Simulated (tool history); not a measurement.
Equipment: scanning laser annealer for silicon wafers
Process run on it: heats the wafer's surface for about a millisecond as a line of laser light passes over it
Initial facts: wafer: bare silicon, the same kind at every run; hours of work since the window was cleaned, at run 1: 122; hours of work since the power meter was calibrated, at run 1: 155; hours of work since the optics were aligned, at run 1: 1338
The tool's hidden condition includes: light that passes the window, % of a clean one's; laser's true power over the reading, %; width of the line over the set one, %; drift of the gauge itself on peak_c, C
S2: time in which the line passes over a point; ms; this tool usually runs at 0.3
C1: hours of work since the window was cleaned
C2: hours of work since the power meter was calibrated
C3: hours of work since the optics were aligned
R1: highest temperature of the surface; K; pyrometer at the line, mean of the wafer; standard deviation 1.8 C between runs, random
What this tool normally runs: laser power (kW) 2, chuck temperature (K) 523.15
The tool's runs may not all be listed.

Run 1, day 0: usual settings; C1 122; C2 155; C3 1338. Result: R1 1295.15 K.
Run 2, day 0.846: usual settings; C1 136; C2 169; C3 1352. Result: R1 1292.15 K.
Run 3, day 1.371: usual settings but chuck temperature (K) 540.15; C1 145; C2 178; C3 1360. Result: R1 1311.15 K.
Run 4, day 1.862: usual settings but chuck temperature (K) 540.15; C1 153; C2 186; C3 1369. Result: R1 1309.15 K.
Run 5, day 2.812: usual settings but chuck temperature (K) 540.15; C1 169; C2 202; C3 1384. Result: R1 1309.15 K.
Run 6, day 3.425: usual settings but chuck temperature (K) 551.15; C1 179; C2 212; C3 1395. Result: R1 1315.15 K.
Run 7, day 4.4: usual settings; C1 195; C2 229; C3 1411. Result: R1 1283.15 K.
Run 8, day 5.375: usual settings; C1 212; C2 245; C3 1427. Result: R1 1281.15 K.
Run 9, day 6.208: usual settings but chuck temperature (K) 552.15; C1 226; C2 259; C3 1441. Result: R1 1312.15 K.
Run 10, day 6.671: usual settings but chuck temperature (K) 552.15; C1 233; C2 266; C3 1449. Result: R1 1307.15 K.
Run 11, day 7.225: usual settings but S2 0.338 ms; C1 242; C2 276; C3 1458. Result: R1 1329.15 K.
Run 12, day 8.017: usual settings but S2 0.338 ms; C1 256; C2 289; C3 1471. Result: R1 1330.15 K.
Run 13, day 8.871: usual settings but S2 0.246 ms; C1 270; C2 303; C3 1485. Result: R1 1198.15 K.
Run 14, day 9.429: usual settings but S2 0.244 ms, chuck temperature (K) 516.15; C1 279; C2 312; C3 1495. Result: R1 1183.15 K.
Run 15, day 10.054: usual settings but laser power (kW) 1.936, S2 0.237 ms, chuck temperature (K) 535.15; C1 290; C2 323; C3 1505. Result: R1 1164.15 K.
Run 16, day 10.721: usual settings but laser power (kW) 1.967; C1 301; C2 334; C3 1516. Result: R1 1255.15 K.
Run 17, day 11.183: usual settings but laser power (kW) 1.944, S2 0.304 ms; C1 308; C2 342; C3 1524. Result: R1 1249.15 K.
Run 18, day 11.788: usual settings but S2 0.227 ms, chuck temperature (K) 486.15; C1 318; C2 352; C3 1534. Result: R1 1119.15 K.
Run 19, day 12.262: usual settings but laser power (kW) 2.183, S2 0.328 ms, chuck temperature (K) 542.15; C1 326; C2 359; C3 1542. Result: R1 1417.15 K.
Run 20, day 12.842: usual settings but laser power (kW) 2.183, S2 0.328 ms, chuck temperature (K) 542.15; C1 336; C2 369; C3 1551. Result: R1 1414.15 K.
Run 21, day 13.546: usual settings but laser power (kW) 2.074, S2 0.345 ms, chuck temperature (K) 542.15; C1 348; C2 381; C3 1563. Result: R1 1376.15 K.
Run 22, day 14.017: usual settings but laser power (kW) 1.891, S2 0.356 ms, chuck temperature (K) 520.15; C1 356; C2 389; C3 1571. Result: R1 1279.15 K.
Run 23, day 14.692: usual settings but laser power (kW) 2.016, S2 0.218 ms, chuck temperature (K) 518.15; C1 367; C2 400; C3 1582. Result: R1 1140.15 K.
Run 24, day 15.446: usual settings but laser power (kW) 1.977, S2 0.219 ms, chuck temperature (K) 518.15; C1 379; C2 412; C3 1595. Result: R1 1122.15 K.
Run 25, day 15.925: usual settings but laser power (kW) 1.876, S2 0.219 ms, chuck temperature (K) 518.15; C1 387; C2 420; C3 1603. Result: R1 1085.15 K.
Run 26, day 16.788: usual settings but laser power (kW) 1.817, S2 0.219 ms, chuck temperature (K) 496.15; C1 402; C2 435; C3 1617. Result: R1 1040.15 K.

4 ways to go on from here, each from the tool as it stands after run 26. What would each give?
Run A, day 17.546: usual settings but laser power (kW) 2.043, S2 0.236 ms, chuck temperature (K) 551.15; C1 414; C2 447; C3 1630. Result: R1 ?.
Run B, day 17.546: usual settings but laser power (kW) 1.894, S2 0.364 ms, chuck temperature (K) 504.15; C1 414; C2 447; C3 1630. Result: R1 ?.
Run C, day 17.546: usual settings but laser power (kW) 1.945, S2 0.21 ms, chuck temperature (K) 517.15; C1 414; C2 447; C3 1630. Result: R1 ?.
Run D, day 17.546: usual settings but laser power (kW) 1.817, S2 0.219 ms, chuck temperature (K) 494.15; C1 414; C2 447; C3 1630. Result: R1 ?.

run       R1
  A  1206.15
  B  1265.15
  C  1098.15
  D  1036.15
Without the tool's unlogged condition, the same runs would have read:
run       R1
  A  1277.15
  B  1348.15
  C  1161.15
  D  1095.15
